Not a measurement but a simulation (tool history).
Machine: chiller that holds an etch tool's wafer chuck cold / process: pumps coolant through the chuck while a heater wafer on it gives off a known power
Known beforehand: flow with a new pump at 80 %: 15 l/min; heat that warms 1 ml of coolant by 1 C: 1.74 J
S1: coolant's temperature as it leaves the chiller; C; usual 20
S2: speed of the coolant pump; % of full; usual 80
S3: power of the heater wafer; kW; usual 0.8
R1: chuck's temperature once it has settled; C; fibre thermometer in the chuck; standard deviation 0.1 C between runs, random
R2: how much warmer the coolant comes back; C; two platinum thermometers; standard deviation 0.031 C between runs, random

run   hour  S1  S2     S3    R1    R2
  1      0  20  80    0.8    29  1.86
  2   37.2  20  80    0.8  29.2  1.84
  3     71  20  80  0.641  27.4   1.5
  4     91  20  80  0.641  27.2   1.5
  5    114  20  80    0.8  28.9  1.83
  6  136.4  20  80    0.8  29.2  1.85
  7  163.1  20  80    0.8  29.1   1.8
  8  178.9  18  71  0.577  25.2  1.48
  9  204.8  30  72  1.163  44.3     3
     212.8  -- coolant pump overhauled
 10  230.2  30  72  1.163  44.5     3
 11    247  24  72  0.937  35.7  2.45
 12    264  28  81  0.472  33.4  1.06
 13  298.7  28  81  0.472  33.5  1.09

3 options for the next run, each taken on its own from the tool as it stands now. Forecast them:
     306.7  -- coolant pump overhauled, once more
  A  338.6  20  83    0.8   ?   ?
     306.7  -- coolant pump overhauled, once more
  B  338.6  20  97  1.193   ?   ?
     306.7  -- coolant pump overhauled, once more
  C  338.6  11  87  0.472   ?   ?

run    R1    R2
  A  28.8  1.72
  B  31.9  2.23
  C  16.2  0.98
Had the tool no hidden state, the same runs would have come out as:
run    R1    R2
  A  27.8  1.72
  B  30.7  2.23
  C  15.6  0.98
